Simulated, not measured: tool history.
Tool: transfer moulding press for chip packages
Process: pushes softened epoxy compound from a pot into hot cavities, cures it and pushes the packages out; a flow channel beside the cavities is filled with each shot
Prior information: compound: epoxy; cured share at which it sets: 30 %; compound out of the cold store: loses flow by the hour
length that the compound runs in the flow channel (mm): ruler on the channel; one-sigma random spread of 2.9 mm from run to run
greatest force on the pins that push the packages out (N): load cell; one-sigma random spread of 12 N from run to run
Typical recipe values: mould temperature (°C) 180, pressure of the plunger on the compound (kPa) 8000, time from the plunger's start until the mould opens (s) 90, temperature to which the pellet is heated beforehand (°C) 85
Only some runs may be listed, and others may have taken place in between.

run,day,mould temperature (°C),pressure of the plunger on the compound (kPa),time from the plunger's start until the mould opens (s),temperature to which the pellet is heated beforehand (°C),incoming compound's hours out of the cold store,length that the compound runs in the flow channel (mm),greatest force on the pins that push the packages out (N)
1,0.000,180,8000,90,85,29.8,526,655
2,0.475,180,8000,90,85,9.2,580,835
3,1.304,180,8000,90,76,34.4,503,917
4,1.938,180,8000,90,76,22.1,537,971
5,2.392,180,8000,90,76,34.0,502,1018
# day 2.579: cavities cleaned with cleaning compound and waxed
6,3.108,180,8000,90,76,21.4,536,756
7,3.754,180,8000,90,76,39.4,481,813
8,4.379,180,8000,90,83,15.0,552,976
9,4.746,180,8000,90,85,46.5,461,908
# day 5.496: cavities cleaned with cleaning compound and waxed
10,5.496,180,8000,90,85,33.9,488,574
11,6.021,180,8000,110,85,29.4,502,564
# day 6.392: plunger's sealing rings changed
12,6.958,180,8000,110,85,29.8,561,652
13,7.821,180,8000,90,85,42.4,512,956
# day 8.496: cavities cleaned with cleaning compound and waxed
14,8.529,180,8000,90,85,32.5,547,579
15,9.212,185,6160,105,77,23.8,492,566
16,9.608,181,7720,90,77,10.6,611,880
17,10.358,180,6360,129,85,30.3,486,684
18,10.804,180,7750,91,93,8.6,610,1028
19,11.317,183,7750,91,89,14.0,581,904
# day 11.458: cavities cleaned with cleaning compound and waxed
20,11.979,183,7750,91,89,30.5,521,611
21,12.867,183,7750,91,89,46.1,474,722
22,13.354,182,6220,94,86,21.9,495,823
23,13.967,180,6780,90,85,14.3,542,1075
# day 14.375: cavities cleaned with cleaning compound and waxed
24,14.483,180,6780,90,85,23.0,517,640
25,15.388,180,7690,90,92,14.1,579,869
26,15.958,180,7690,90,92,33.5,508,904
# day 16.300: mould's thermocouples calibrated
27,16.779,181,6870,126,86,42.8,451,704
# day 17.388: cavities cleaned with cleaning compound and waxed
28,17.533,181,8760,120,76,32.7,538,444

Branching from run 28: 3 alternative next runs. What would each branch give?
A,17.921,180,6910,90,93,44.5,?,?
B,17.921,181,8760,120,83,31.3,?,?
C,17.921,186,7980,92,85,41.3,?,?

run,length that the compound runs in the flow channel (mm),greatest force on the pins that push the packages out (N)
A,440,652
B,540,502
C,479,531
With the hidden condition removed and each run's random variation left untouched, the same runs would have given:
run,length that the compound runs in the flow channel (mm),greatest force on the pins that push the packages out (N)
A,471,526
B,578,409
C,512,432
